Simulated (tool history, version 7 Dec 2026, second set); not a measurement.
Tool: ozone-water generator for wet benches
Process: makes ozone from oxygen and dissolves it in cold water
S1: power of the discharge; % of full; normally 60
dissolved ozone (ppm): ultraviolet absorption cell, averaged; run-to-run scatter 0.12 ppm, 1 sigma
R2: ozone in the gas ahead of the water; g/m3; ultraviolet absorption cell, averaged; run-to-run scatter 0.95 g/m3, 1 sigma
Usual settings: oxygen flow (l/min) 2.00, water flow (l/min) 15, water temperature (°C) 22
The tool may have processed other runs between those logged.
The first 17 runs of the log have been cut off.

Run 18, hour 365.2: usual settings but S1 87 % of full. Result: dissolved ozone (ppm) 13.9, R2 193.5 g/m3.
Run 19, hour 380.8: usual settings but S1 87 % of full. Result: dissolved ozone (ppm) 14.1, R2 192.8 g/m3.
Run 20, hour 406.7: usual settings but water flow (l/min) 18. Result: dissolved ozone (ppm) 9.5, R2 158.5 g/m3.
Run 21, hour 423.1: usual settings but S1 45 % of full, water flow (l/min) 11, water temperature (°C) 15. Result: dissolved ozone (ppm) 14.0, R2 136.1 g/m3.
Run 22, hour 441.8: usual settings but oxygen flow (l/min) 2.82. Result: dissolved ozone (ppm) 11.1, R2 128.3 g/m3.
Run 23, hour 464.9: usual settings but oxygen flow (l/min) 1.06, water flow (l/min) 23, water temperature (°C) 15. Result: dissolved ozone (ppm) 6.5, R2 239.2 g/m3.
Run 24, hour 478.3: usual settings but S1 52 % of full, oxygen flow (l/min) 2.33, water temperature (°C) 21. Result: dissolved ozone (ppm) 10.5, R2 133.1 g/m3.
Run 25, hour 500.5: usual settings but S1 76 % of full, oxygen flow (l/min) 1.09, water flow (l/min) 12, water temperature (°C) 20. Result: dissolved ozone (ppm) 15.4, R2 266.6 g/m3.
At hour 514.6: water thermometer calibrated.
Run 26, hour 527.4: usual settings but S1 76 % of full, oxygen flow (l/min) 1.09, water flow (l/min) 12, water temperature (°C) 20. Result: dissolved ozone (ppm) 15.5, R2 263.2 g/m3.
Run 27, hour 542.2: usual settings but S1 76 % of full, oxygen flow (l/min) 2.77, water flow (l/min) 13, water temperature (°C) 20. Result: dissolved ozone (ppm) 14.9, R2 146.6 g/m3.
Run 28, hour 557.0: usual settings but S1 42 % of full, oxygen flow (l/min) 3.33, water flow (l/min) 10, water temperature (°C) 24. Result: dissolved ozone (ppm) 12.2, R2 95.8 g/m3.
Run 29, hour 582.8: usual settings but S1 42 % of full, oxygen flow (l/min) 3.33, water flow (l/min) 10, water temperature (°C) 24. Result: dissolved ozone (ppm) 12.2, R2 94.4 g/m3.
Run 30, hour 600.2: usual settings but S1 42 % of full, oxygen flow (l/min) 3.33, water flow (l/min) 10, water temperature (°C) 24. Result: dissolved ozone (ppm) 12.2, R2 94.9 g/m3.
Run 31, hour 628.5: usual settings but S1 54 % of full, oxygen flow (l/min) 1.47, water flow (l/min) 16. Result: dissolved ozone (ppm) 9.7, R2 181.7 g/m3.
Run 32, hour 644.0: usual settings but S1 54 % of full, oxygen flow (l/min) 1.47, water flow (l/min) 16. Result: dissolved ozone (ppm) 9.7, R2 181.5 g/m3.

Each row is a separate what-if for the run after 32, all from the same tool condition, not one after another. Results?
Run A, hour 663.8: usual settings but S1 73 % of full, oxygen flow (l/min) 3.29, water flow (l/min) 13. Result: dissolved ozone (ppm) ?, R2 ?.
Run B, hour 663.8: usual settings but S1 54 % of full, oxygen flow (l/min) 2.52, water flow (l/min) 11, water temperature (°C) 25. Result: dissolved ozone (ppm) ?, R2 ?.
Run C, hour 663.8: usual settings but S1 47 % of full, water temperature (°C) 15. Result: dissolved ozone (ppm) ?, R2 ?.

run  dissolved ozone (ppm)     R2
  A                   14.1  128.1
  B                   13.3  128.2
  C                   10.6  139.3
Without the tool's unlogged condition, the same runs would have read:
run  dissolved ozone (ppm)     R2
  A                   14.6  130.3
  B                   13.7  130.1
  C                   11.0  141.2
